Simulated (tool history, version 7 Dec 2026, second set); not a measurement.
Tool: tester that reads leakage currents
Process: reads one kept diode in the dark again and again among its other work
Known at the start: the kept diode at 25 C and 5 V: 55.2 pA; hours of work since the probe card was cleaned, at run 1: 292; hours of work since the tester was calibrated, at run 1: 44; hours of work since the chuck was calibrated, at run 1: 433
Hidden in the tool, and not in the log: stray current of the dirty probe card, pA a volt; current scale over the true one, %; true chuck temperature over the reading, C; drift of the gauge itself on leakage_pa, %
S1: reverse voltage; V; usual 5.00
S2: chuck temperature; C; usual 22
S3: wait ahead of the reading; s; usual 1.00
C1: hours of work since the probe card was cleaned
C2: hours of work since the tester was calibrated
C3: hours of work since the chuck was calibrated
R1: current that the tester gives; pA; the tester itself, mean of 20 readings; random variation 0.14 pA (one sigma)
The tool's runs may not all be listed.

{"run": 1, "hour": 0.0, "S1": 5.0, "S2": 22, "S3": 1.0, "C1": 292, "C2": 44, "C3": 433, "R1": 42.24}
{"run": 2, "hour": 115.2, "S1": 5.0, "S2": 22, "S3": 1.0, "C1": 379, "C2": 131, "C3": 520, "R1": 42.04}
{"run": 3, "hour": 209.2, "S1": 5.0, "S2": 22, "S3": 1.0, "C1": 450, "C2": 202, "C3": 591, "R1": 41.97}
{"run": 4, "hour": 327.0, "S1": 5.0, "S2": 22, "S3": 1.0, "C1": 538, "C2": 291, "C3": 680, "R1": 42.1}
{"run": 5, "hour": 430.5, "S1": 5.0, "S2": 22, "S3": 2.48, "C1": 616, "C2": 369, "C3": 758, "R1": 41.64}
{"run": 6, "hour": 549.2, "S1": 5.0, "S2": 22, "S3": 2.48, "C1": 706, "C2": 458, "C3": 847, "R1": 41.46}
{"run": 7, "hour": 659.1, "S1": 5.0, "S2": 22, "S3": 2.48, "C1": 789, "C2": 541, "C3": 930, "R1": 41.46}
{"run": 8, "hour": 781.0, "S1": 5.0, "S2": 22, "S3": 2.48, "C1": 881, "C2": 633, "C3": 1022, "R1": 41.57}
{"run": 9, "hour": 891.7, "S1": 1.16, "S2": 22, "S3": 2.48, "C1": 964, "C2": 716, "C3": 1105, "R1": 26.66}
{"run": 10, "hour": 950.5, "S1": 5.0, "S2": 21, "S3": 1.0, "C1": 1008, "C2": 761, "C3": 1149, "R1": 38.13}
{"run": 11, "hour": 1077.8, "S1": 5.0, "S2": 22, "S3": 1.0, "C1": 1104, "C2": 856, "C3": 1245, "R1": 41.85}
{"run": 12, "hour": 1185.9, "S1": 6.71, "S2": 22, "S3": 1.0, "C1": 1186, "C2": 938, "C3": 1327, "R1": 46.06}
{"run": 13, "hour": 1299.7, "S1": 6.71, "S2": 22, "S3": 1.0, "C1": 1271, "C2": 1024, "C3": 1413, "R1": 46.27}
{"run": 14, "hour": 1417.8, "S1": 6.71, "S2": 22, "S3": 1.0, "C1": 1360, "C2": 1113, "C3": 1502, "R1": 46.37}
{"run": 15, "hour": 1480.3, "S1": 6.71, "S2": 22, "S3": 4.72, "C1": 1408, "C2": 1160, "C3": 1549, "R1": 45.4}
{"hour": 1524.7, "done": "chuck's temperature calibrated"}
{"run": 16, "hour": 1560.1, "S1": 6.71, "S2": 22, "S3": 4.72, "C1": 1466, "C2": 1218, "C3": 27, "R1": 45.43}
{"run": 17, "hour": 1677.8, "S1": 5.0, "S2": 22, "S3": 1.0, "C1": 1555, "C2": 1307, "C3": 115, "R1": 42.0}
{"run": 18, "hour": 1782.1, "S1": 5.0, "S2": 22, "S3": 1.0, "C1": 1634, "C2": 1386, "C3": 194, "R1": 42.06}
{"run": 19, "hour": 1912.7, "S1": 5.0, "S2": 22, "S3": 1.0, "C1": 1732, "C2": 1484, "C3": 292, "R1": 42.16}
{"run": 20, "hour": 2010.2, "S1": 5.0, "S2": 22, "S3": 1.0, "C1": 1805, "C2": 1558, "C3": 366, "R1": 42.07}
{"hour": 2060.2, "done": "probe card cleaned and baked"}
{"run": 21, "hour": 2107.6, "S1": 14.66, "S2": 20, "S3": 3.28, "C1": 36, "C2": 1629, "C3": 437, "R1": 47.9}
{"run": 22, "hour": 2191.9, "S1": 14.66, "S2": 20, "S3": 3.28, "C1": 99, "C2": 1692, "C3": 501, "R1": 47.86}
{"run": 23, "hour": 2314.6, "S1": 14.66, "S2": 40, "S3": 0.38, "C1": 192, "C2": 1785, "C3": 593, "R1": 299.6}
{"run": 24, "hour": 2417.1, "S1": 1.11, "S2": 20, "S3": 1.36, "C1": 269, "C2": 1862, "C3": 670, "R1": 21.57}
{"run": 25, "hour": 2538.6, "S1": 1.23, "S2": 32, "S3": 1.0, "C1": 361, "C2": 1954, "C3": 762, "R1": 69.17}
{"hour": 2631.1, "done": "tester calibrated"}
{"run": 26, "hour": 2668.5, "S1": 1.23, "S2": 32, "S3": 1.0, "C1": 457, "C2": 28, "C3": 858, "R1": 69.06}
{"run": 27, "hour": 2740.8, "S1": 1.23, "S2": 32, "S3": 1.0, "C1": 511, "C2": 83, "C3": 913, "R1": 68.99}
{"run": 28, "hour": 2815.3, "S1": 2.65, "S2": 57, "S3": 6.7, "C1": 568, "C2": 139, "C3": 969, "R1": 704.04}
{"run": 29, "hour": 2888.6, "S1": 4.05, "S2": 38, "S3": 3.44, "C1": 623, "C2": 194, "C3": 1024, "R1": 167.99}
{"run": 30, "hour": 3000.9, "S1": 2.63, "S2": 41, "S3": 2.81, "C1": 707, "C2": 279, "C3": 1109, "R1": 190.78}
{"run": 31, "hour": 3111.8, "S1": 2.63, "S2": 41, "S3": 2.81, "C1": 791, "C2": 362, "C3": 1192, "R1": 191.12}
{"run": 32, "hour": 3236.2, "S1": 2.63, "S2": 53, "S3": 0.6, "C1": 885, "C2": 456, "C3": 1286, "R1": 514.63}
{"run": 33, "hour": 3325.2, "S1": 1.6, "S2": 57, "S3": 0.67, "C1": 952, "C2": 523, "C3": 1353, "R1": 604.69}
{"run": 34, "hour": 3414.4, "S1": 5.0, "S2": 22, "S3": 1.0, "C1": 1019, "C2": 590, "C3": 1420, "R1": 41.7}
{"run": 35, "hour": 3478.3, "S1": 5.0, "S2": 22, "S3": 1.0, "C1": 1067, "C2": 639, "C3": 1469, "R1": 41.9}
{"run": 36, "hour": 3537.2, "S1": 3.31, "S2": 44, "S3": 7.9, "C1": 1112, "C2": 683, "C3": 1513, "R1": 263.74}
{"run": 37, "hour": 3605.2, "S1": 3.31, "S2": 44, "S3": 7.9, "C1": 1163, "C2": 734, "C3": 1564, "R1": 264.29}
{"hour": 3629.9, "done": "chuck's temperature calibrated"}
{"run": 38, "hour": 3714.4, "S1": 5.0, "S2": 24, "S3": 1.0, "C1": 1244, "C2": 815, "C3": 64, "R1": 50.69}
{"run": 39, "hour": 3781.6, "S1": 5.0, "S2": 24, "S3": 1.0, "C1": 1294, "C2": 866, "C3": 114, "R1": 50.88}
{"run": 40, "hour": 3902.1, "S1": 5.0, "S2": 24, "S3": 1.0, "C1": 1385, "C2": 956, "C3": 205, "R1": 50.88}

3 ways to go on from here, each from the tool as it stands after run 40. What would each give?
{"run": "A", "hour": 4036.3, "S1": 2.03, "S2": 33, "S3": 6.18, "C1": 1486, "C2": 1058, "C3": 306, "R1": "?"}
{"run": "B", "hour": 4036.3, "S1": 5.0, "S2": 24, "S3": 1.65, "C1": 1486, "C2": 1058, "C3": 306, "R1": "?"}
{"run": "C", "hour": 4036.3, "S1": 1.34, "S2": 46, "S3": 0.94, "C1": 1486, "C2": 1058, "C3": 306, "R1": "?"}

run=A R1=87.72
run=B R1=50.76
run=C R1=237.54
Without the tool's hidden state the same runs would have given:
run=A R1=87.78
run=B R1=50.76
run=C R1=237.73
